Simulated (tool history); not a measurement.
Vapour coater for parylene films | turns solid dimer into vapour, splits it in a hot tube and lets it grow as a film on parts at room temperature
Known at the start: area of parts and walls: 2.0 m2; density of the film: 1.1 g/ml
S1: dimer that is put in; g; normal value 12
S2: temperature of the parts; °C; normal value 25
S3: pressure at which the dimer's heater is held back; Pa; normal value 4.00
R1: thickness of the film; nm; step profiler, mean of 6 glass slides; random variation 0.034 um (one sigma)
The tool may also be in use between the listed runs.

run 1 day=0.000 | S1=12 S2=25 S3=4.00 | R1=3430
run 2 day=2.433 | S1=12 S2=25 S3=4.00 | R1=3410
run 3 day=4.129 | S1=12 S2=25 S3=4.00 | R1=3380
run 4 day=5.779 | S1=18 S2=25 S3=4.00 | R1=4950
run 5 day=7.492 | S1=12 S2=25 S3=4.00 | R1=3330
run 6 day=9.067 | S1=12 S2=20 S3=4.00 | R1=3710
run 7 day=10.933 | S1=12 S2=20 S3=4.00 | R1=3620
run 8 day=12.392 | S1=12 S2=20 S3=4.00 | R1=3550
run 9 day=13.629 | S1=12 S2=20 S3=4.00 | R1=3620
-- day=15.904 table's thermometer calibrated
run 10 day=15.904 | S1=12 S2=20 S3=4.00 | R1=3470
run 11 day=17.662 | S1=12 S2=20 S3=4.00 | R1=3500
run 12 day=19.933 | S1=12 S2=32 S3=2.49 | R1=3010
run 13 day=21.888 | S1=12 S2=32 S3=2.49 | R1=2970
run 14 day=23.629 | S1=21 S2=32 S3=2.49 | R1=5160
run 15 day=25.471 | S1=21 S2=32 S3=2.49 | R1=5210
-- day=26.621 trap's valve overhauled
run 16 day=28.088 | S1=21 S2=32 S3=2.49 | R1=5810
run 17 day=30.733 | S1=21 S2=32 S3=2.49 | R1=5760
run 18 day=32.571 | S1=6 S2=25 S3=4.88 | R1=1630

Each row is a separate what-if for the run after 18, all from the same tool condition, not one after another. Results?
run A day=35.062 | S1=8 S2=17 S3=4.10 | R1=?
run B day=35.062 | S1=6 S2=26 S3=4.74 | R1=?
run C day=35.062 | S1=6 S2=25 S3=6.70 | R1=?
run D day=35.062 | S1=12 S2=27 S3=11.66 | R1=?

run=A R1=2560
run=B R1=1580
run=C R1=1450
run=D R1=2550
With the hidden condition removed and each run's random variation left untouched, the same runs would have given:
run=A R1=2650
run=B R1=1630
run=C R1=1500
run=D R1=2640
